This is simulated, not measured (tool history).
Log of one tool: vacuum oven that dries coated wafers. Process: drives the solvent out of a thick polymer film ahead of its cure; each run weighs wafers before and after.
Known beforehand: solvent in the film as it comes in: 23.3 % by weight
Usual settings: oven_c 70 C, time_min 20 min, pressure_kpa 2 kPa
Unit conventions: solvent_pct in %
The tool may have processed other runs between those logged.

run	hour	oven_c	time_min	pressure_kpa	solvent_pct
1	0	70	20	2	2.92
2	47.3	70	20	2	3.06
3	114.4	70	20	2	2.96
4	180.2	70	20	2	3.14
5	253	70	20	2	3.13
6	305.4	70	20	2	3.16
7	363.3	65	20	2	4.63
8	400.5	65	20	2	4.68
9	455.9	77	20	2	1.69
# hour 470.6: oven's thermocouples calibrated
10	500.3	77	20	2.82	2.03
11	546.7	70	20	2	3.31
12	589	70	20	2	3.44
13	651.1	70	20	2	3.51
14	684.7	70	20	2	3.45
15	737.3	70	20	2	3.45
# hour 744.3: vacuum gauge cleaned of residue and calibrated
16	808.3	70	20	2	3.39
# hour 825: oven's thermocouples calibrated, once more
17	862.3	70	20	2	2.73
18	916.7	70	20	2	2.76
19	983.5	70	20	2	2.71
20	1034.8	70	13	2	5.19
21	1085.4	76	20	2	1.66
22	1117.8	76	20	2	1.52
23	1163.8	70	20	2.32	2.96
24	1198.3	70	20	2.32	3.04
25	1273.6	70	20	2.32	3.05
26	1345.9	66	20	6.17	5.85
27	1384.2	82	20	2	0.98
28	1420	82	20	2	0.88
29	1468.7	70	11	6.27	7.92
30	1531.9	70	11	6.27	7.84
31	1600.4	70	11	6.27	7.71
32	1672.1	70	23	6.27	4.12
33	1710	59	22	3.43	6.89
34	1744.7	84	16	2	1.15
35	1821.3	84	16	2	1.15
# hour 1865.1: oven's thermocouples calibrated
36	1884.9	84	12	5.35	2.42
37	1955.6	84	12	5.35	2.38
38	1994.4	84	12	5.35	2.34
39	2037.7	84	12	5.35	2.33
40	2089.5	84	12	5.35	2.38
41	2166.2	61	24	2.07	4.46

Below are 3 alternative next runs, each starting from the tool's condition after run 41. Predict each:
A	2224.5	70	11	1.13	?
B	2224.5	61	24	2.07	?
C	2224.5	65	20	2.83	?

run	solvent_pct
A	5.72
B	4.49
C	4.52
With the hidden condition removed and each run's random variation left untouched, the same runs would have given:
run	solvent_pct
A	5.65
B	4.4
C	4.44

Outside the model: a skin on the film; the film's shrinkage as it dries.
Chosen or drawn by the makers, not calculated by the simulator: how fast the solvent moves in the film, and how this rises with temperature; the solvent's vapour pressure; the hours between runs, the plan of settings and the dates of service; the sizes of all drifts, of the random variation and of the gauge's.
